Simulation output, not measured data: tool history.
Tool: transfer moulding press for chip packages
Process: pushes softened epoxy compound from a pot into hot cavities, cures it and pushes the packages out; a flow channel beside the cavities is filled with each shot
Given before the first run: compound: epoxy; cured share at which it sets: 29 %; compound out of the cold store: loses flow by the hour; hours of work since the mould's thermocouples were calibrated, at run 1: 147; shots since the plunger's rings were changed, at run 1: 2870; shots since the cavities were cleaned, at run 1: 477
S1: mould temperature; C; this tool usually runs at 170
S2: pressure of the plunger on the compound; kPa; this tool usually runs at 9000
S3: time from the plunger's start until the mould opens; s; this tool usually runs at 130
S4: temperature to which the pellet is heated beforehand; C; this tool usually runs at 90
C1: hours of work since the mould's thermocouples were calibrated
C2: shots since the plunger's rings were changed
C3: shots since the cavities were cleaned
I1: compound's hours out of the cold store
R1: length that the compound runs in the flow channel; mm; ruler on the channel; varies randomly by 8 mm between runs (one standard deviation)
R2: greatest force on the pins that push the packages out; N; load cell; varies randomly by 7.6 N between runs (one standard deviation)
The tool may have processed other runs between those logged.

Run 1, hour 0.0: usual settings; C1 147; C2 2870; C3 477; I1 13.4. Result: R1 968 mm, R2 453 N.
Run 2, hour 12.4: usual settings; C1 152; C2 2943; C3 550; I1 29.7. Result: R1 882 mm, R2 414 N.
Run 3, hour 23.0: usual settings but S3 122 s; C1 156; C2 3006; C3 613; I1 36.1. Result: R1 843 mm, R2 478 N.
Run 4, hour 35.4: usual settings but S4 87 C; C1 161; C2 3080; C3 687; I1 18.1. Result: R1 931 mm, R2 456 N.
At hour 47.8: cavities cleaned with cleaning compound and waxed.
Run 5, hour 52.4: usual settings but S4 87 C; C1 167; C2 3171; C3 27; I1 29.7. Result: R1 882 mm, R2 323 N.
Run 6, hour 70.1: usual settings but S3 117 s; C1 175; C2 3276; C3 132; I1 33.0. Result: R1 858 mm, R2 403 N.
Run 7, hour 88.6: usual settings but S3 117 s; C1 182; C2 3385; C3 241; I1 20.0. Result: R1 913 mm, R2 456 N.
Run 8, hour 102.5: usual settings but S3 117 s; C1 188; C2 3468; C3 324; I1 42.2. Result: R1 811 mm, R2 474 N.
Run 9, hour 119.2: usual settings; C1 195; C2 3567; C3 423; I1 33.1. Result: R1 854 mm, R2 403 N.
Run 10, hour 132.9: usual settings; C1 200; C2 3648; C3 504; I1 33.3. Result: R1 843 mm, R2 415 N.
Run 11, hour 142.7: usual settings; C1 204; C2 3706; C3 562; I1 13.5. Result: R1 940 mm, R2 451 N.
Run 12, hour 158.4: usual settings; C1 210; C2 3799; C3 655; I1 36.8. Result: R1 828 mm, R2 444 N.
Run 13, hour 170.4: usual settings but S2 10240 kPa; C1 215; C2 3870; C3 726; I1 11.4. Result: R1 1024 mm, R2 463 N.
At hour 176.9: cavities cleaned with cleaning compound and waxed.
Run 14, hour 186.8: usual settings but S2 10240 kPa; C1 221; C2 3959; C3 59; I1 14.7. Result: R1 1002 mm, R2 349 N.
At hour 189.7: mould's thermocouples calibrated.
At hour 201.6: plunger's sealing rings changed.
Run 15, hour 201.6: usual settings but S2 10240 kPa, S3 133 s; C1 4; C2 0; C3 119; I1 27.2. Result: R1 991 mm, R2 334 N.
Run 16, hour 216.7: usual settings but S2 10240 kPa, S3 133 s; C1 10; C2 90; C3 209; I1 47.1. Result: R1 878 mm, R2 342 N.
Run 17, hour 224.5: usual settings but S2 10240 kPa, S3 133 s; C1 13; C2 136; C3 255; I1 26.4. Result: R1 987 mm, R2 352 N.
Run 18, hour 234.0: usual settings but S2 9650 kPa; C1 17; C2 192; C3 311; I1 11.8. Result: R1 1060 mm, R2 404 N.
Run 19, hour 247.8: usual settings but S2 9650 kPa; C1 23; C2 274; C3 393; I1 24.9. Result: R1 967 mm, R2 389 N.
Run 20, hour 256.0: usual settings but S1 171 C, S2 8340 kPa, S3 119 s, S4 89 C; C1 26; C2 323; C3 442; I1 33.4. Result: R1 850 mm, R2 446 N.
Run 21, hour 266.2: usual settings but S1 171 C, S2 8340 kPa, S3 119 s, S4 89 C; C1 30; C2 383; C3 502; I1 27.4. Result: R1 889 mm, R2 459 N.
At hour 280.5: mould's thermocouples calibrated, once more.
Run 22, hour 286.0: usual settings but S1 171 C, S2 8340 kPa, S3 119 s, S4 89 C; C1 2; C2 488; C3 607; I1 36.8. Result: R1 847 mm, R2 485 N.
Run 23, hour 300.7: usual settings but S1 167 C, S2 8720 kPa; C1 8; C2 576; C3 695; I1 40.3. Result: R1 848 mm, R2 567 N.
At hour 312.1: cavities cleaned with cleaning compound and waxed.
Run 24, hour 317.8: usual settings but S1 167 C, S2 8720 kPa; C1 15; C2 668; C3 34; I1 11.4. Result: R1 1027 mm, R2 445 N.
Run 25, hour 326.0: usual settings but S2 9130 kPa; C1 18; C2 716; C3 82; I1 43.6. Result: R1 856 mm, R2 339 N.
Run 26, hour 338.2: usual settings but S1 173 C; C1 23; C2 788; C3 154; I1 17.0. Result: R1 960 mm, R2 321 N.
Run 27, hour 349.8: usual settings but S1 163 C, S4 92 C; C1 28; C2 857; C3 223; I1 36.6. Result: R1 905 mm, R2 638 N.
Run 28, hour 362.9: usual settings but S1 163 C, S3 135 s, S4 98 C; C1 33; C2 935; C3 301; I1 20.7. Result: R1 1003 mm, R2 657 N.

Run 29, settings as shown, results not yet in. Your forecast:
Run 29, hour 377.7: usual settings but S1 163 C, S3 135 s, S4 98 C; C1 39; C2 1023; C3 389; I1 22.3. Result: R1 ?, R2 ?.

R1: 987 mm
R2: 658 N
Without the tool's hidden state the same run would have given R1 1010 mm, R2 510 N.
